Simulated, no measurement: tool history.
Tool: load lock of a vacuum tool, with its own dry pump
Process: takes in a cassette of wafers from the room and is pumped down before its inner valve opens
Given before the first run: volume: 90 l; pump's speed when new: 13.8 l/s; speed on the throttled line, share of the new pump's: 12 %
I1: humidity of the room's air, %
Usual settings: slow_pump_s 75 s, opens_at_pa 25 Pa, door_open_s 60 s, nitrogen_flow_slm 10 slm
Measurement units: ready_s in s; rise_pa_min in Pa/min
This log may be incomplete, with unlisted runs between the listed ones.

{"run": 1, "hour": 0.0, "slow_pump_s": 75, "opens_at_pa": 25, "door_open_s": 60, "nitrogen_flow_slm": 10, "I1": 46.7, "ready_s": 119.9, "rise_pa_min": 0.017}
{"run": 2, "hour": 101.5, "slow_pump_s": 75, "opens_at_pa": 25, "door_open_s": 60, "nitrogen_flow_slm": 10, "I1": 44.4, "ready_s": 121.1, "rise_pa_min": 0.019}
{"run": 3, "hour": 224.3, "slow_pump_s": 45, "opens_at_pa": 25, "door_open_s": 60, "nitrogen_flow_slm": 10, "I1": 45.0, "ready_s": 93.5, "rise_pa_min": 0.016}
{"run": 4, "hour": 306.4, "slow_pump_s": 45, "opens_at_pa": 25, "door_open_s": 60, "nitrogen_flow_slm": 10, "I1": 47.0, "ready_s": 93.5, "rise_pa_min": 0.019}
{"run": 5, "hour": 424.5, "slow_pump_s": 45, "opens_at_pa": 25, "door_open_s": 60, "nitrogen_flow_slm": 10, "I1": 45.2, "ready_s": 92.7, "rise_pa_min": 0.014}
{"run": 6, "hour": 486.0, "slow_pump_s": 45, "opens_at_pa": 25, "door_open_s": 60, "nitrogen_flow_slm": 10, "I1": 44.9, "ready_s": 93.9, "rise_pa_min": 0.015}
{"run": 7, "hour": 550.9, "slow_pump_s": 45, "opens_at_pa": 25, "door_open_s": 60, "nitrogen_flow_slm": 39, "I1": 44.7, "ready_s": 93.5, "rise_pa_min": 0.009}
{"run": 8, "hour": 621.6, "slow_pump_s": 45, "opens_at_pa": 25, "door_open_s": 60, "nitrogen_flow_slm": 9, "I1": 44.3, "ready_s": 93.2, "rise_pa_min": 0.02}
{"run": 9, "hour": 695.5, "slow_pump_s": 75, "opens_at_pa": 25, "door_open_s": 60, "nitrogen_flow_slm": 10, "I1": 46.5, "ready_s": 120.2, "rise_pa_min": 0.016}
{"run": 10, "hour": 749.6, "slow_pump_s": 107, "opens_at_pa": 25, "door_open_s": 60, "nitrogen_flow_slm": 10, "I1": 42.7, "ready_s": 147.2, "rise_pa_min": 0.016}
{"run": 11, "hour": 818.8, "slow_pump_s": 75, "opens_at_pa": 25, "door_open_s": 60, "nitrogen_flow_slm": 10, "I1": 44.4, "ready_s": 119.4, "rise_pa_min": 0.02}
{"run": 12, "hour": 877.0, "slow_pump_s": 75, "opens_at_pa": 25, "door_open_s": 60, "nitrogen_flow_slm": 10, "I1": 46.3, "ready_s": 121.8, "rise_pa_min": 0.018}
{"run": 13, "hour": 987.8, "slow_pump_s": 75, "opens_at_pa": 25, "door_open_s": 60, "nitrogen_flow_slm": 10, "I1": 45.3, "ready_s": 120.4, "rise_pa_min": 0.023}
{"run": 14, "hour": 1089.8, "slow_pump_s": 75, "opens_at_pa": 25, "door_open_s": 60, "nitrogen_flow_slm": 10, "I1": 48.4, "ready_s": 119.3, "rise_pa_min": 0.022}
{"run": 15, "hour": 1161.5, "slow_pump_s": 75, "opens_at_pa": 25, "door_open_s": 36, "nitrogen_flow_slm": 10, "I1": 46.8, "ready_s": 120.4, "rise_pa_min": 0.023}
{"run": 16, "hour": 1245.7, "slow_pump_s": 75, "opens_at_pa": 25, "door_open_s": 36, "nitrogen_flow_slm": 10, "I1": 45.0, "ready_s": 118.3, "rise_pa_min": 0.019}
{"run": 17, "hour": 1348.0, "slow_pump_s": 75, "opens_at_pa": 25, "door_open_s": 44, "nitrogen_flow_slm": 5, "I1": 43.6, "ready_s": 119.9, "rise_pa_min": 0.025}
{"run": 18, "hour": 1412.9, "slow_pump_s": 75, "opens_at_pa": 25, "door_open_s": 44, "nitrogen_flow_slm": 5, "I1": 45.5, "ready_s": 118.8, "rise_pa_min": 0.026}
{"run": 19, "hour": 1488.0, "slow_pump_s": 95, "opens_at_pa": 25, "door_open_s": 44, "nitrogen_flow_slm": 36, "I1": 45.3, "ready_s": 137.4, "rise_pa_min": 0.005}
{"run": 20, "hour": 1551.5, "slow_pump_s": 118, "opens_at_pa": 25, "door_open_s": 60, "nitrogen_flow_slm": 41, "I1": 43.3, "ready_s": 159.5, "rise_pa_min": 0.005}
{"run": 21, "hour": 1640.8, "slow_pump_s": 75, "opens_at_pa": 49, "door_open_s": 60, "nitrogen_flow_slm": 10, "I1": 45.8, "ready_s": 115.9, "rise_pa_min": 0.018}
{"run": 22, "hour": 1709.1, "slow_pump_s": 56, "opens_at_pa": 25, "door_open_s": 60, "nitrogen_flow_slm": 12, "I1": 48.5, "ready_s": 102.9, "rise_pa_min": 0.014}
{"run": 23, "hour": 1766.3, "slow_pump_s": 56, "opens_at_pa": 25, "door_open_s": 60, "nitrogen_flow_slm": 12, "I1": 48.1, "ready_s": 102.2, "rise_pa_min": 0.015}
{"run": 24, "hour": 1875.2, "slow_pump_s": 112, "opens_at_pa": 30, "door_open_s": 26, "nitrogen_flow_slm": 7, "I1": 48.2, "ready_s": 151.1, "rise_pa_min": 0.015}
{"run": 25, "hour": 1953.0, "slow_pump_s": 82, "opens_at_pa": 25, "door_open_s": 104, "nitrogen_flow_slm": 10, "I1": 45.2, "ready_s": 125.8, "rise_pa_min": 0.028}
{"run": 26, "hour": 2017.4, "slow_pump_s": 75, "opens_at_pa": 25, "door_open_s": 96, "nitrogen_flow_slm": 14, "I1": 44.9, "ready_s": 120.2, "rise_pa_min": 0.02}
{"run": 27, "hour": 2073.5, "slow_pump_s": 75, "opens_at_pa": 28, "door_open_s": 96, "nitrogen_flow_slm": 26, "I1": 45.4, "ready_s": 119.0, "rise_pa_min": 0.012}
{"run": 28, "hour": 2167.7, "slow_pump_s": 75, "opens_at_pa": 19, "door_open_s": 122, "nitrogen_flow_slm": 10, "I1": 44.8, "ready_s": 122.8, "rise_pa_min": 0.029}
{"run": 29, "hour": 2231.0, "slow_pump_s": 75, "opens_at_pa": 25, "door_open_s": 35, "nitrogen_flow_slm": 10, "I1": 43.8, "ready_s": 120.8, "rise_pa_min": 0.017}

What if the next run were any one of these 3? Each begins from the tool's condition after run 29:
{"run": "A", "hour": 2327.0, "slow_pump_s": 48, "opens_at_pa": 25, "door_open_s": 239, "nitrogen_flow_slm": 10, "I1": 45.2, "ready_s": "?", "rise_pa_min": "?"}
{"run": "B", "hour": 2327.0, "slow_pump_s": 75, "opens_at_pa": 25, "door_open_s": 29, "nitrogen_flow_slm": 10, "I1": 42.1, "ready_s": "?", "rise_pa_min": "?"}
{"run": "C", "hour": 2327.0, "slow_pump_s": 75, "opens_at_pa": 19, "door_open_s": 218, "nitrogen_flow_slm": 10, "I1": 42.2, "ready_s": "?", "rise_pa_min": "?"}

run=A ready_s=97.7 rise_pa_min=0.031
run=B ready_s=119.7 rise_pa_min=0.015
run=C ready_s=122.2 rise_pa_min=0.030
Without the tool's hidden state the same runs would have given:
run=A ready_s=97.6 rise_pa_min=0.031
run=B ready_s=119.6 rise_pa_min=0.015
run=C ready_s=122.2 rise_pa_min=0.030
